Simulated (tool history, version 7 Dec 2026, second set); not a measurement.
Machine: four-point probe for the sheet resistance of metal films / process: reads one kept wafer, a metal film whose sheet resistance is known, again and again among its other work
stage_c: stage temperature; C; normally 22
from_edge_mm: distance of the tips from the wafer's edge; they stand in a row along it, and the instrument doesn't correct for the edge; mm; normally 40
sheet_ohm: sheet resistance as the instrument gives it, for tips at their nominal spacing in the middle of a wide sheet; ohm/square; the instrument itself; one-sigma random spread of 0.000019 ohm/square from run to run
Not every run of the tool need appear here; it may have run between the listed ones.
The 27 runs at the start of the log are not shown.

| run | hour | stage_c | from_edge_mm | sheet_ohm |
|---|---|---|---|---|
| 28 | 368.6 | 19 | 10 | 0.093497 |
| 29 | 379.5 | 25 | 24 | 0.093188 |
| 30 | 393.6 | 28 | 9 | 0.093804 |
| 31 | 401.9 | 28 | 9 | 0.093855 |
| 32 | 420 | 35 | 22 | 0.093436 |
| 33 | 437.6 | 35 | 22 | 0.093476 |
| 34 | 449.6 | 35 | 22 | 0.093491 |
| 35 | 466.1 | 23 | 26 | 0.093149 |
| 36 | 480.1 | 23 | 26 | 0.093193 |
| 37 | 497.1 | 30 | 51 | 0.093271 |
| 38 | 514.6 | 24 | 8 | 0.093905 |
| 39 | 531.8 | 31 | 4 | 0.09631 |
| 40 | 549.8 | 31 | 4 | 0.096301 |
| 41 | 560.9 | 31 | 4 | 0.096318 |
| 42 | 570.7 | 31 | 4 | 0.096326 |
| 43 | 584.9 | 31 | 4 | 0.096294 |
| 44 | 596.2 | 22 | 13 | 0.093375 |

Branching from run 44: 3 alternative next runs. What would each branch give?
| A | 613 | 23 | 15 | ? |
| B | 613 | 19 | 23 | ? |
| C | 613 | 34 | 36 | ? |

| run | sheet_ohm |
|---|---|
| A | 0.093293 |
| B | 0.093088 |
| C | 0.093382 |
Without the tool's unlogged condition, the same runs would have read:
| run | sheet_ohm |
|---|---|
| A | 0.093298 |
| B | 0.093093 |
| C | 0.093387 |
